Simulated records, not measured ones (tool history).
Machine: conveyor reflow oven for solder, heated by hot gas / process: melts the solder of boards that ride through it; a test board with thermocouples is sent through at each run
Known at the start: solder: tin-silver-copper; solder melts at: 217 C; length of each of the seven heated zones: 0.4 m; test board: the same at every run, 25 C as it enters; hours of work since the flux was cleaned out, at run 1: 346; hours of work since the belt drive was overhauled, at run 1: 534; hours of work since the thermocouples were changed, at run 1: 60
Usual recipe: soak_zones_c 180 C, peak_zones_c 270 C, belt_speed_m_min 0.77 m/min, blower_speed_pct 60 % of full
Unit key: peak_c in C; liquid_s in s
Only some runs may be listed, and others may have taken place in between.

run	hour	soak_zones_c	peak_zones_c	belt_speed_m_min	blower_speed_pct	hours of work since the flux was cleaned out	hours of work since the belt drive was overhauled	hours of work since the thermocouples were changed	peak_c	liquid_s
1	0	180	270	0.77	60	346	534	60	254.1	49.4
# hour 20.1: flux residue cleaned out of gas plates and filters
2	61.8	180	270	0.77	60	32	578	105	254.9	51.7
3	111.8	180	270	0.77	60	71	617	144	255.5	50.7
4	153.4	180	270	0.77	60	104	650	176	255.2	50.8
5	199.6	180	270	0.77	60	140	685	212	255.9	50.1
6	256.8	180	270	0.77	54	184	730	256	253.5	49.6
7	326	180	270	0.77	54	238	784	310	252.8	50.4
8	376	180	270	0.728	60	277	823	349	256.4	54.5
9	426.3	180	270	0.728	60	316	862	388	254.7	53.9
# hour 482.7: flux residue cleaned out of gas plates and filters
10	518.8	180	270	0.728	60	28	930	456	255.9	55.9
11	580.7	170	268	0.651	53	76	978	505	255.4	57.7
# hour 608.9: belt drive overhauled, speed set with a stopwatch
12	668.1	180	283	0.775	54	141	46	570	264.2	53.5
13	715.4	180	283	0.775	54	178	83	606	263.7	53.4
14	800.9	186	283	0.671	54	245	149	673	268.5	66.7
15	878.4	170	270	0.77	64	305	210	733	252.1	45
# hour 952.2: flux residue cleaned out of gas plates and filters
16	978.1	170	270	0.77	64	20	283	807	253.1	46.5
17	1026.4	190	262	0.77	64	58	321	845	248.8	51.5

How would selected steps in peak_c from run to run divide? Give the signed amount a tool lacking its hidden state would still show from settings, what came in and random variation, and the signed amount left for the hidden state, including any gauge scatter that is not in both of the compared results.
Unlogged tool condition in this case: heat that the gas passes to the board, % of a clean oven's; belt's true speed, % of the reading; true gas temperature in zones 6 and 7 over the reading, C; drift of the gauge itself on peak_c, C; drift of the gauge itself on liquid_s, %.
Run 1 -> 2: flux residue cleaned out of gas plates and filters. peak_c +0.8 C: hidden state +1.8, all else -1.
Run 14 -> 15: soak_zones_c 186 -> 170, peak_zones_c 283 -> 270, belt_speed_m_min 0.671 -> 0.77, blower_speed_pct 54 -> 64. peak_c -16.4 C: hidden state -0.9, all else -15.5.
